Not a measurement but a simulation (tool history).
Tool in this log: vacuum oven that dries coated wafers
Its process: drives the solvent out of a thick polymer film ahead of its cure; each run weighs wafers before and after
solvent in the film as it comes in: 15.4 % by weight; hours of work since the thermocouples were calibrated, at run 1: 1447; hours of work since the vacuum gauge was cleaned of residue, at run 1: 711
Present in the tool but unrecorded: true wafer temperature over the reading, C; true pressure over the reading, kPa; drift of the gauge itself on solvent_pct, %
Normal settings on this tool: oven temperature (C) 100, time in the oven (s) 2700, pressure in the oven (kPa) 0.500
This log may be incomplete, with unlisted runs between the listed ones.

run	hour	oven temperature (C)	time in the oven (s)	pressure in the oven (kPa)	hours of work since the thermocouples were calibrated	hours of work since the vacuum gauge was cleaned of residue	solvent left in the film (%)
1	0.0	100	2700	0.500	1447	711	3.29
2	44.4	100	2700	0.500	1469	733	3.27
3	81.2	100	2700	0.500	1488	752	3.29
4	129.2	100	2700	0.500	1512	775	3.28
5	149.0	100	2700	0.500	1522	785	3.21
6	196.6	100	2700	0.500	1545	809	3.31
7	227.8	100	2700	0.500	1561	825	3.34
8	274.4	100	2700	0.500	1584	848	3.22
9	303.9	100	2700	0.500	1599	862	3.29
10	326.7	88	2700	0.500	1610	874	7.18
11	373.1	88	2700	0.512	1633	897	7.36
12	398.0	88	2700	0.512	1645	909	7.49
13	437.9	88	2700	0.512	1665	929	7.38
14	471.2	91	2700	0.286	1682	946	6.05
# hour 497.0: oven's thermocouples calibrated
15	515.6	87	2700	0.518	9	967	7.08
16	547.4	92	2700	0.500	25	983	5.44
17	586.1	91	2700	1.019	44	1002	6.56
18	612.4	91	2700	1.019	57	1015	6.46
19	635.0	91	2700	1.019	69	1026	6.50
20	655.2	105	1740	0.294	79	1036	2.68
21	687.9	89	2520	0.299	95	1053	6.23
22	719.5	88	2220	1.154	111	1068	8.49

The next listed run, before its measurement:
23	764.1	88	2220	1.154	133	1090	?

solvent left in the film (%): 8.78
Were there no unlogged condition in the tool, this run, its random variation unchanged, would have produced solvent left in the film (%) 8.57.

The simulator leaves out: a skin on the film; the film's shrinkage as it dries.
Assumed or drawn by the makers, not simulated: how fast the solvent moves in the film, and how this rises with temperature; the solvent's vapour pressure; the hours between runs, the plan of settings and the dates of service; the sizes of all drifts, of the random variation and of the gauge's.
